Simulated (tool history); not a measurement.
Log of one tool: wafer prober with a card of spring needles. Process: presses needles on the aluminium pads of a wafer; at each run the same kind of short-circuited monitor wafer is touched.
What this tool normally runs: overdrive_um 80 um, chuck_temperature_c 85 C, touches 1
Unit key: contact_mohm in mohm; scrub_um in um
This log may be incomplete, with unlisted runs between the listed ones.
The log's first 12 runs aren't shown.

run	hour	overdrive_um	chuck_temperature_c	touches	touches since the tips were cleaned	cleanings since the card got new needles	touches since the first contact's height was set	contact_mohm	scrub_um
# hour 183: tips cleaned on abrasive film
# hour 190.8: tips cleaned on abrasive film
# hour 197.4: tips cleaned on abrasive film
13	198.6	80	87	1	539	71	30208	189	15.94
# hour 204.7: tips cleaned on abrasive film
14	208.3	80	85	1	1621	72	34477	189	15.91
# hour 212.4: tips cleaned on abrasive film
15	218	80	85	1	2476	73	38722	187	15.79
# hour 219.7: tips cleaned on abrasive film
# hour 226.3: tips cleaned on abrasive film
16	228	80	37	1	737	75	43078	177	15.92
# hour 232.9: tips cleaned on abrasive film
# hour 240.3: tips cleaned on abrasive film
17	240.7	80	37	1	201	77	48649	178	15.97
# hour 247: tips cleaned on abrasive film
# hour 253.8: tips cleaned on abrasive film
# hour 260.9: tips cleaned on abrasive film
18	261.7	94	85	1	340	80	57812	180	18.62
# hour 268.3: tips cleaned on abrasive film
# hour 275.7: tips cleaned on abrasive film
19	279.3	64	124	1	1589	82	65549	202	12.7
# hour 282.6: tips cleaned on abrasive film
# hour 290.3: tips cleaned on abrasive film
20	295.1	64	124	1	2128	84	72499	198	12.69
# hour 298.4: tips cleaned on abrasive film
# hour 305.1: tips cleaned on abrasive film
21	311.5	88	85	2	2839	86	79681	186	17.56
# hour 313.2: tips cleaned on abrasive film
# hour 321.3: tips cleaned on abrasive film
# hour 328.8: tips cleaned on abrasive film
22	328.8	88	85	2	0	89	87238	188	17.5
# hour 336.5: tips cleaned on abrasive film
# hour 343.7: tips cleaned on abrasive film
# hour 351.2: tips cleaned on abrasive film
23	352	76	85	1	350	92	97393	188	15.08
# hour 358.4: tips cleaned on abrasive film
# hour 365.2: tips cleaned on abrasive film
# hour 372.3: tips cleaned on abrasive film
24	372.3	76	85	2	0	95	106281	186	15.15
# hour 379.8: tips cleaned on abrasive film
# hour 387.4: tips cleaned on abrasive film
25	391.5	76	85	2	1848	97	114739	190	15.05
# hour 394.4: tips cleaned on abrasive film
# hour 401: tips cleaned on abrasive film
# hour 408.5: tips cleaned on abrasive film
26	411.8	61	43	2	1482	100	123622	183	12.14
# hour 415.3: tips cleaned on abrasive film
# hour 423.4: tips cleaned on abrasive film
# hour 430: tips cleaned on abrasive film
27	431.1	80	99	2	481	103	132041	191	15.86
# hour 438: tips cleaned on abrasive film
# hour 444.6: tips cleaned on abrasive film
# hour 451.3: tips cleaned on abrasive film
28	451.3	80	99	2	0	106	140888	188	15.78
# hour 458.2: tips cleaned on abrasive film
# hour 465.6: tips cleaned on abrasive film
# hour 472.9: tips cleaned on abrasive film
29	473.8	80	99	2	381	109	150755	187	15.88
# hour 480.3: tips cleaned on abrasive film
30	484	70	82	3	1660	110	155266	188	13.85

3 options for the next run, each taken on its own from the tool as it stands now. Forecast them:
# hour 487.2: tips cleaned on abrasive film
# hour 494.8: tips cleaned on abrasive film
A	500.9	82	44	3	2680	112	162643	?	?
# hour 487.2: tips cleaned on abrasive film
# hour 494.8: tips cleaned on abrasive film
B	500.9	77	98	1	2680	112	162643	?	?
# hour 487.2: tips cleaned on abrasive film
# hour 494.8: tips cleaned on abrasive film
C	500.9	78	82	2	2680	112	162643	?	?

run	contact_mohm	scrub_um
A	179	16.42
B	187	15.41
C	189	15.49
Take away the tool's hidden state, keep each run's random variation, and the runs would have read:
run	contact_mohm	scrub_um
A	179	16.43
B	187	15.41
C	189	15.49

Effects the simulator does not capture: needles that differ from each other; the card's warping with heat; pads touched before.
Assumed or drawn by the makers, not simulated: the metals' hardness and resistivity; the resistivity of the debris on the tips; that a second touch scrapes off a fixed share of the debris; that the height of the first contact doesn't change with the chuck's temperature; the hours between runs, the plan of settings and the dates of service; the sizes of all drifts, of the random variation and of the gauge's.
